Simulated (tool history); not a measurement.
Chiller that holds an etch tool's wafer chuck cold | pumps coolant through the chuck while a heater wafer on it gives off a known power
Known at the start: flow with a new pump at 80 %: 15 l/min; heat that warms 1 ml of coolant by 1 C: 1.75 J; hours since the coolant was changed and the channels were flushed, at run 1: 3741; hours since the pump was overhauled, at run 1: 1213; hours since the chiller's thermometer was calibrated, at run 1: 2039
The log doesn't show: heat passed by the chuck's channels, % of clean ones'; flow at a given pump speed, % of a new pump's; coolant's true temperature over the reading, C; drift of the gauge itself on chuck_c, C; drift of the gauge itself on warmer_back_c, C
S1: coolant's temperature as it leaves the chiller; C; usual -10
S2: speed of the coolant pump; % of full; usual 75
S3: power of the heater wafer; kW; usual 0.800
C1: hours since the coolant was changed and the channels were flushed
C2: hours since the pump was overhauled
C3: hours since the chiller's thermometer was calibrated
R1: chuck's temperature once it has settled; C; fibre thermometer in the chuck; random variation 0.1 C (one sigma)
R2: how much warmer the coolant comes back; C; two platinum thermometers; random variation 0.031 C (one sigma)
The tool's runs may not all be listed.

{"run": 1, "day": 0.0, "S1": -10, "S2": 75, "S3": 0.8, "C1": 3741, "C2": 1213, "C3": 2039, "R1": -4.5, "R2": 2.0}
{"run": 2, "day": 0.625, "S1": -10, "S2": 75, "S3": 0.8, "C1": 3756, "C2": 1228, "C3": 2054, "R1": -4.6, "R2": 2.01}
{"run": 3, "day": 1.796, "S1": -10, "S2": 75, "S3": 0.8, "C1": 3784, "C2": 1256, "C3": 2082, "R1": -4.7, "R2": 1.95}
{"run": 4, "day": 2.646, "S1": -10, "S2": 75, "S3": 0.8, "C1": 3805, "C2": 1276, "C3": 2102, "R1": -4.7, "R2": 2.01}
{"run": 5, "day": 3.442, "S1": -10, "S2": 75, "S3": 0.8, "C1": 3824, "C2": 1295, "C3": 2121, "R1": -4.8, "R2": 1.97}
{"run": 6, "day": 4.267, "S1": -10, "S2": 75, "S3": 0.8, "C1": 3844, "C2": 1315, "C3": 2141, "R1": -4.7, "R2": 2.03}
{"run": 7, "day": 5.371, "S1": -10, "S2": 75, "S3": 0.8, "C1": 3870, "C2": 1342, "C3": 2168, "R1": -4.6, "R2": 1.97}
{"run": 8, "day": 6.758, "S1": -9, "S2": 75, "S3": 0.8, "C1": 3904, "C2": 1375, "C3": 2201, "R1": -3.8, "R2": 1.91}
{"run": 9, "day": 7.8, "S1": -9, "S2": 78, "S3": 0.8, "C1": 3928, "C2": 1400, "C3": 2226, "R1": -3.9, "R2": 1.93}
{"run": 10, "day": 8.921, "S1": -9, "S2": 78, "S3": 0.8, "C1": 3955, "C2": 1427, "C3": 2253, "R1": -3.8, "R2": 1.89}
{"run": 11, "day": 10.117, "S1": -10, "S2": 75, "S3": 0.8, "C1": 3984, "C2": 1456, "C3": 2282, "R1": -4.5, "R2": 2.01}
{"run": 12, "day": 10.792, "S1": -10, "S2": 75, "S3": 0.8, "C1": 4000, "C2": 1472, "C3": 2298, "R1": -4.7, "R2": 1.98}
{"run": 13, "day": 11.921, "S1": -10, "S2": 75, "S3": 0.8, "C1": 4027, "C2": 1499, "C3": 2325, "R1": -4.6, "R2": 1.99}
{"run": 14, "day": 12.7, "S1": -16, "S2": 75, "S3": 0.8, "C1": 4046, "C2": 1518, "C3": 2344, "R1": -10.5, "R2": 2.02}
{"run": 15, "day": 13.858, "S1": -10, "S2": 75, "S3": 0.8, "C1": 4074, "C2": 1545, "C3": 2372, "R1": -4.4, "R2": 1.99}
{"day": 14.621, "done": "chiller's thermometer calibrated"}
{"run": 16, "day": 15.029, "S1": -10, "S2": 88, "S3": 0.713, "C1": 4101, "C2": 1572, "C3": 10, "R1": -5.9, "R2": 1.55}
{"run": 17, "day": 16.217, "S1": -2, "S2": 88, "S3": 0.565, "C1": 4130, "C2": 1601, "C3": 38, "R1": 1.5, "R2": 1.2}
{"run": 18, "day": 17.646, "S1": -4, "S2": 77, "S3": 0.8, "C1": 4164, "C2": 1635, "C3": 73, "R1": 1.5, "R2": 1.86}
{"run": 19, "day": 18.367, "S1": -4, "S2": 77, "S3": 0.8, "C1": 4181, "C2": 1653, "C3": 90, "R1": 1.6, "R2": 2.0}
{"run": 20, "day": 19.375, "S1": -3, "S2": 75, "S3": 0.8, "C1": 4205, "C2": 1677, "C3": 114, "R1": 2.8, "R2": 2.04}
{"run": 21, "day": 20.05, "S1": -17, "S2": 75, "S3": 0.8, "C1": 4222, "C2": 1693, "C3": 130, "R1": -11.5, "R2": 1.97}
{"run": 22, "day": 20.842, "S1": -11, "S2": 84, "S3": 0.996, "C1": 4241, "C2": 1712, "C3": 149, "R1": -4.4, "R2": 2.17}
{"run": 23, "day": 21.954, "S1": -9, "S2": 75, "S3": 0.993, "C1": 4267, "C2": 1739, "C3": 176, "R1": -2.2, "R2": 2.45}
{"run": 24, "day": 23.329, "S1": -17, "S2": 86, "S3": 0.8, "C1": 4300, "C2": 1772, "C3": 209, "R1": -12.0, "R2": 1.75}
{"run": 25, "day": 24.012, "S1": -15, "S2": 78, "S3": 1.057, "C1": 4317, "C2": 1788, "C3": 225, "R1": -7.7, "R2": 2.52}
{"run": 26, "day": 25.246, "S1": -17, "S2": 63, "S3": 0.42, "C1": 4346, "C2": 1818, "C3": 255, "R1": -13.6, "R2": 1.25}
{"run": 27, "day": 26.092, "S1": -2, "S2": 63, "S3": 0.585, "C1": 4366, "C2": 1838, "C3": 275, "R1": 2.7, "R2": 1.72}
{"run": 28, "day": 26.858, "S1": -2, "S2": 63, "S3": 1.178, "C1": 4385, "C2": 1856, "C3": 294, "R1": 7.9, "R2": 3.51}
{"run": 29, "day": 28.196, "S1": -2, "S2": 75, "S3": 0.541, "C1": 4417, "C2": 1888, "C3": 326, "R1": 1.8, "R2": 1.33}
{"run": 30, "day": 28.9, "S1": -2, "S2": 75, "S3": 0.8, "C1": 4434, "C2": 1905, "C3": 343, "R1": 3.5, "R2": 2.02}

Forecast each of these 5 alternatives for the next run:
{"run": "A", "day": 30.196, "S1": -2, "S2": 89, "S3": 0.8, "C1": 4465, "C2": 1937, "C3": 374, "R1": "?", "R2": "?"}
{"run": "B", "day": 30.196, "S1": -10, "S2": 67, "S3": 0.926, "C1": 4465, "C2": 1937, "C3": 374, "R1": "?", "R2": "?"}
{"run": "C", "day": 30.196, "S1": -10, "S2": 61, "S3": 0.763, "C1": 4465, "C2": 1937, "C3": 374, "R1": "?", "R2": "?"}
{"run": "D", "day": 30.196, "S1": -2, "S2": 75, "S3": 0.744, "C1": 4465, "C2": 1937, "C3": 374, "R1": "?", "R2": "?"}
{"run": "E", "day": 30.196, "S1": -9, "S2": 64, "S3": 0.423, "C1": 4465, "C2": 1937, "C3": 374, "R1": "?", "R2": "?"}

run=A R1=2.8 R2=1.65
run=B R1=-2.6 R2=2.57
run=C R1=-3.5 R2=2.34
run=D R1=3.4 R2=1.81
run=E R1=-5.6 R2=1.17
Without the tool's hidden state the same runs would have given:
run=A R1=2.3 R2=1.60
run=B R1=-3.4 R2=2.49
run=C R1=-4.2 R2=2.27
run=D R1=2.8 R2=1.76
run=E R1=-6.0 R2=1.13

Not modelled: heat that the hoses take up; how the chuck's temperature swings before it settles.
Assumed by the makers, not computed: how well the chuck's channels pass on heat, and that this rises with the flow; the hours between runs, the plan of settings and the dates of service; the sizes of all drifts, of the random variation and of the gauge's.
